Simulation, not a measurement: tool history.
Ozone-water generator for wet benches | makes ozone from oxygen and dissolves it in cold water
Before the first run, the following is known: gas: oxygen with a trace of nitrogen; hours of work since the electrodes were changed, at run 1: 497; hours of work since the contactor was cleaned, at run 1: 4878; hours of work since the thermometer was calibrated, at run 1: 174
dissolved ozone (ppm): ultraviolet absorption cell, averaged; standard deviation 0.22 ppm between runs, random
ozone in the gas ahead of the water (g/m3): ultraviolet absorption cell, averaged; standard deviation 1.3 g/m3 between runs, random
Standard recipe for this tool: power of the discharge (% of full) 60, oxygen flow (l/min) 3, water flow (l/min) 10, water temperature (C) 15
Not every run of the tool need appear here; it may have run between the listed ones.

run,day,power of the discharge (% of full),oxygen flow (l/min),water flow (l/min),water temperature (C),hours of work since the electrodes were changed,hours of work since the contactor was cleaned,hours of work since the thermometer was calibrated,dissolved ozone (ppm),ozone in the gas ahead of the water (g/m3)
1,0,60,3,10,15,497,4878,174,32.4,240.8
2,1.367,60,3,10,15,517,4898,195,32.3,241.2
3,2.396,60,3,10,15,532,4914,210,32.8,243.9
4,3.433,60,3,10,15,548,4929,225,32.5,241.4
5,4.392,60,3,10,15,562,4943,240,32.5,241
6,5.892,60,3.05,10,15,584,4966,262,32.6,238.9
7,7.554,60,3,10,15,609,4990,287,32.3,239.5
8,8.975,60,3,10,15,630,5011,308,33.2,241.9
9,10.033,60,3.83,8,13,646,5027,324,39.3,214.1
10,11.362,60,3.83,15,9,666,5047,343,26.5,211.2
11,12.746,47,5.01,7,9,686,5067,364,38,158.4
12,14.121,47,5.01,7,9,707,5088,384,37.9,158.3
13,14.871,94,5.03,10,15,718,5099,395,43,247.1
14,16.446,60,3,10,9,741,5122,419,35.2,236.3
15,18.117,60,2.95,10,15,766,5147,444,32.8,240.3
16,19.438,60,2.95,10,15,786,5167,463,32.6,239.6

Below are 3 alternative next runs, each starting from the tool's condition after run 16. Predict each:
A,20.8,60,1.83,10,15,806,5187,484,?,?
B,20.8,77,2.95,9,11,806,5187,484,?,?
C,20.8,60,4.36,10,15,806,5187,484,?,?

run,dissolved ozone (ppm),ozone in the gas ahead of the water (g/m3)
A,30.5,305.4
B,44,281.6
C,32.7,197.4
Take away the tool's hidden state, keep each run's random variation, and the runs would have read:
run,dissolved ozone (ppm),ozone in the gas ahead of the water (g/m3)
A,30.5,310.6
B,44,286.3
C,32.7,200.7

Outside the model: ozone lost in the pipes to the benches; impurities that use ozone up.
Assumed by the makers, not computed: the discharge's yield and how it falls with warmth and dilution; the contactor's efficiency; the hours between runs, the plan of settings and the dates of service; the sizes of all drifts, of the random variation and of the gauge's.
